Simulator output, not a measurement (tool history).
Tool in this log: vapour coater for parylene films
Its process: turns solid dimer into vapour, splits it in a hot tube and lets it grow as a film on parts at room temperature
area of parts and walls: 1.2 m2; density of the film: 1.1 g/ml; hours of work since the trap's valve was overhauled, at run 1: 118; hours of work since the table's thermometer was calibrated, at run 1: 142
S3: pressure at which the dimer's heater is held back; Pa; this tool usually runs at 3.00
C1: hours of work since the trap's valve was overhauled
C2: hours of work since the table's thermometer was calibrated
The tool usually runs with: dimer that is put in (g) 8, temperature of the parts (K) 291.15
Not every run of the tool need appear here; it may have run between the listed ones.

{"run": 1, "day": 0.0, "dimer that is put in (g)": 8, "temperature of the parts (K)": 291.15, "S3": 3.0, "C1": 118, "C2": 142, "thickness of the film (um)": 4.16}
{"run": 2, "day": 0.912, "dimer that is put in (g)": 8, "temperature of the parts (K)": 291.15, "S3": 3.0, "C1": 133, "C2": 157, "thickness of the film (um)": 4.19}
{"run": 3, "day": 1.558, "dimer that is put in (g)": 8, "temperature of the parts (K)": 291.15, "S3": 3.0, "C1": 144, "C2": 169, "thickness of the film (um)": 4.24}
{"run": 4, "day": 2.0, "dimer that is put in (g)": 4, "temperature of the parts (K)": 291.15, "S3": 3.0, "C1": 152, "C2": 176, "thickness of the film (um)": 2.07}
{"run": 5, "day": 2.825, "dimer that is put in (g)": 4, "temperature of the parts (K)": 291.15, "S3": 3.0, "C1": 166, "C2": 190, "thickness of the film (um)": 2.09}
{"run": 6, "day": 3.792, "dimer that is put in (g)": 8, "temperature of the parts (K)": 291.15, "S3": 3.0, "C1": 183, "C2": 207, "thickness of the film (um)": 4.21}
{"run": 7, "day": 4.212, "dimer that is put in (g)": 8, "temperature of the parts (K)": 291.15, "S3": 3.0, "C1": 190, "C2": 214, "thickness of the film (um)": 4.24}
{"run": 8, "day": 4.808, "dimer that is put in (g)": 8, "temperature of the parts (K)": 291.15, "S3": 3.0, "C1": 201, "C2": 225, "thickness of the film (um)": 4.21}
{"run": 9, "day": 5.212, "dimer that is put in (g)": 8, "temperature of the parts (K)": 291.15, "S3": 3.0, "C1": 208, "C2": 232, "thickness of the film (um)": 4.09}
{"run": 10, "day": 5.7, "dimer that is put in (g)": 8, "temperature of the parts (K)": 291.15, "S3": 3.0, "C1": 216, "C2": 240, "thickness of the film (um)": 4.32}
{"run": 11, "day": 6.396, "dimer that is put in (g)": 8, "temperature of the parts (K)": 291.15, "S3": 3.0, "C1": 228, "C2": 252, "thickness of the film (um)": 4.15}
{"run": 12, "day": 6.921, "dimer that is put in (g)": 8, "temperature of the parts (K)": 291.15, "S3": 3.0, "C1": 237, "C2": 261, "thickness of the film (um)": 4.21}
{"run": 13, "day": 7.683, "dimer that is put in (g)": 8, "temperature of the parts (K)": 292.15, "S3": 3.0, "C1": 250, "C2": 274, "thickness of the film (um)": 4.06}
{"run": 14, "day": 8.121, "dimer that is put in (g)": 8, "temperature of the parts (K)": 292.15, "S3": 3.0, "C1": 258, "C2": 282, "thickness of the film (um)": 4.03}

Run 15 comes next. What will it give?
{"run": 15, "day": 9.05, "dimer that is put in (g)": 4, "temperature of the parts (K)": 296.15, "S3": 2.58, "C1": 274, "C2": 298, "thickness of the film (um)": "?"}

For run 15 the tool returned thickness of the film (um) 1.71.
With the hidden condition absent and the run-to-run variation left alone, this run would have shown thickness of the film (um) 1.71.
